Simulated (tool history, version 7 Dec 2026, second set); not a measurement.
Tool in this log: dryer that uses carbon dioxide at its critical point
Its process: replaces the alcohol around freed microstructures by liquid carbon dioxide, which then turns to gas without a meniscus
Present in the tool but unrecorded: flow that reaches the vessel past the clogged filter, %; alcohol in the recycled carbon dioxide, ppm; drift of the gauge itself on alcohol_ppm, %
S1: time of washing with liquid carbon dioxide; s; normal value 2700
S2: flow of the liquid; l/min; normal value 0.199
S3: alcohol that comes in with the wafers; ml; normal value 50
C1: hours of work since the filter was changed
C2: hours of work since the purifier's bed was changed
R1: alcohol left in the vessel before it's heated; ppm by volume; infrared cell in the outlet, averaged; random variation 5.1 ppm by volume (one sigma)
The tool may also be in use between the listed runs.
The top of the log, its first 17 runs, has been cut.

| run | hour | S1 | S2 | S3 | C1 | C2 | R1 |
|---|---|---|---|---|---|---|---|
| 18 | 242.0 | 2700 | 0.199 | 50 | 250 | 235 | 76 |
| 19 | 255.9 | 2700 | 0.199 | 50 | 256 | 242 | 79 |
| 20 | 266.9 | 3120 | 0.199 | 29 | 262 | 247 | 31 |
| 21 | 277.6 | 3120 | 0.199 | 29 | 267 | 252 | 32 |
| 22 | 299.4 | 1680 | 0.225 | 28 | 278 | 263 | 283 |
| 23 | 316.1 | 1680 | 0.225 | 28 | 286 | 271 | 279 |
| 24 | 336.1 | 1680 | 0.141 | 74 | 296 | 281 | 3887 |
| 25 | 356.5 | 3300 | 0.305 | 44 | 306 | 291 | 18 |
| 26 | 372.3 | 2220 | 0.141 | 25 | 314 | 299 | 537 |
| 27 | 390.6 | 3420 | 0.179 | 79 | 323 | 308 | 69 |
| 28 | 409.0 | 3180 | 0.296 | 82 | 332 | 317 | 11 |
| 29 | 421.1 | 1680 | 0.296 | 82 | 338 | 323 | 214 |
| 30 | 442.4 | 1680 | 0.296 | 82 | 348 | 333 | 221 |
| 31 | 457.2 | 4200 | 0.271 | 35 | 355 | 341 | 32 |
| 32 | 474.6 | 4200 | 0.271 | 35 | 364 | 349 | 23 |
| 33 | 487.6 | 4140 | 0.128 | 35 | 370 | 356 | 72 |
| 34 | 501.9 | 2100 | 0.193 | 91 | 377 | 363 | 687 |

Here are 5 independent what-if runs from the current tool condition. What would each one return?
| A | 523.3 | 2880 | 0.193 | 91 | 388 | 373 | ? |
| B | 523.3 | 3000 | 0.199 | 62 | 388 | 373 | ? |
| C | 523.3 | 2700 | 0.199 | 47 | 388 | 373 | ? |
| D | 523.3 | 2340 | 0.199 | 53 | 388 | 373 | ? |
| E | 523.3 | 2100 | 0.170 | 21 | 388 | 373 | ? |

| run | R1 |
|---|---|
| A | 130 |
| B | 57 |
| C | 104 |
| D | 223 |
| E | 314 |
Had the tool no hidden state, the same runs would have come out as:
| run | R1 |
|---|---|
| A | 64 |
| B | 18 |
| C | 55 |
| D | 129 |
| E | 206 |

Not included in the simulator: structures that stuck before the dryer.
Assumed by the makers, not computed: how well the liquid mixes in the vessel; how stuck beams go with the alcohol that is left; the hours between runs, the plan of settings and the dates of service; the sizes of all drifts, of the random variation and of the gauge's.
